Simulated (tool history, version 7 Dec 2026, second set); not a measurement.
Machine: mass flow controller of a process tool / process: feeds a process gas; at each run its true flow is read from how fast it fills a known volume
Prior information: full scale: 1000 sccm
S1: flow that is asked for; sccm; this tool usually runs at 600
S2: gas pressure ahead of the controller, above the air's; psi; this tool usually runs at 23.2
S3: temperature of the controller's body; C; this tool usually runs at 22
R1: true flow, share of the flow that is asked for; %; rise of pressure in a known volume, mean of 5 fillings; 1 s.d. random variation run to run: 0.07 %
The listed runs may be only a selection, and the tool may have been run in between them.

run,hour,S1,S2,S3,R1
1,0,600,23.2,22,100.18
2,111,600,23.2,22,100.23
3,236.8,600,23.2,32,99.14
4,307.1,600,23.2,32,99.13
5,382,600,23.2,22,100.17
6,533.8,600,23.2,36,98.84
7,692.8,600,23.2,36,98.94
8,760.8,600,23.2,36,98.93
9,914.4,504,23.2,22,100.54
# hour 923.7: controller's zero set anew
10,1015.8,504,23.2,22,100.68
11,1104.5,504,23.2,22,100.91
12,1182.8,327,40.6,36,99.88
13,1314.4,392,21.2,26,100.45
14,1436.6,600,34.5,22,101.21
15,1521.2,600,34.5,22,101.26
16,1663,119,23.2,28,105.35
17,1757.2,205,28.4,38,101.39

Alternative continuations, all from the tool just after run 17; predict every row:
# hour 1877.6: controller's zero set anew, once more
A,1881.6,115,20.9,21,?
# hour 1877.6: controller's zero set anew, once more
B,1881.6,600,33.2,22,?
# hour 1877.6: controller's zero set anew, once more
C,1881.6,600,23.2,31,?
# hour 1877.6: controller's zero set anew, once more
D,1881.6,118,24.2,26,?
# hour 1877.6: controller's zero set anew, once more
E,1881.6,205,34.5,29,?

run,R1
A,98.06
B,99.79
C,98.63
D,97.68
E,97.63
The same runs, with their run-to-run variation unchanged, on a tool lacking any hidden condition would have given:
run,R1
A,97.38
B,99.16
C,98
D,97.01
E,96.98
